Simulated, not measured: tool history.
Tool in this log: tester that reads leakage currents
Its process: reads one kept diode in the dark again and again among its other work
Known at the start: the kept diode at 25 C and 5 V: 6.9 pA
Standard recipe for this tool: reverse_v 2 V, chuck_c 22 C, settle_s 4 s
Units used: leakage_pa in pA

run	hour	reverse_v	chuck_c	settle_s	leakage_pa
1	0	2	22	4	7.04
2	104.4	2	54	4	55
3	292.3	2.11	22	4	7.59
4	426.8	2.11	22	4	7.83
5	590.2	2	22	4	7.81
6	704.3	2	22	4	7.97
7	855	2	22	4	8.11
8	1061.8	2	22	4	8.48
# hour 1247.6: chuck's temperature calibrated
9	1248.3	2	22	4	9.31
10	1347.9	2	47	4	37.45
# hour 1458.2: probe card cleaned and baked
11	1545.4	2	47	4	31.48
12	1722	2	47	4	31.27
13	1875.8	2	47	4	31.46
14	2083.6	2	47	4	31.35
15	2222	2	47	4	31.4
# hour 2237.3: tester calibrated
16	2359.4	2	20	4	4.31
17	2501.9	2	20	4	4.47
18	2655.4	2	20	4	4.69
19	2817.2	1.5	22	4	4.56
20	2982.9	1.5	22	4	4.69
21	3155.3	1.03	22	4	3.8
22	3273	1.03	40	1.86	13.49
23	3395.1	2.44	60	4.1	89.09
24	3504	2.44	60	4.1	89.02
# hour 3561.7: tester calibrated, once more
25	3641.5	6.5	31	0.43	24.6
# hour 3683.8: chuck's temperature calibrated
26	3859.3	6.5	31	0.43	27.53
27	4066.8	1.04	31	0.33	8.52
28	4204.1	1.04	31	0.33	8.61
29	4426.1	1.04	31	0.33	8.73
30	4614.5	14.44	34	4	58.38
31	4772.7	14.44	34	4	60.39
32	4886.7	4.16	32	1.91	22.57
33	5053.3	2.43	22	0.65	10.62
# hour 5154.2: probe card cleaned and baked
34	5204.6	2.43	35	5.31	11.87
35	5403.7	2.43	35	5.31	12.16
36	5608.1	6.65	26	2.06	10.77
37	5789.2	17.72	49	2.06	96.61
38	5887.9	2.92	38	1.7	17.81

Predict each of these 3 candidate next runs independently; none follows another, all start after run 38:
A	5988.4	2.92	29	8.25	?
B	5988.4	14.37	52	6.43	?
C	5988.4	2	22	0.6	?

run	leakage_pa
A	9.12
B	108.51
C	4.98
What these runs would have given with no unlogged condition in the tool:
run	leakage_pa
A	8.13
B	110
C	4.1

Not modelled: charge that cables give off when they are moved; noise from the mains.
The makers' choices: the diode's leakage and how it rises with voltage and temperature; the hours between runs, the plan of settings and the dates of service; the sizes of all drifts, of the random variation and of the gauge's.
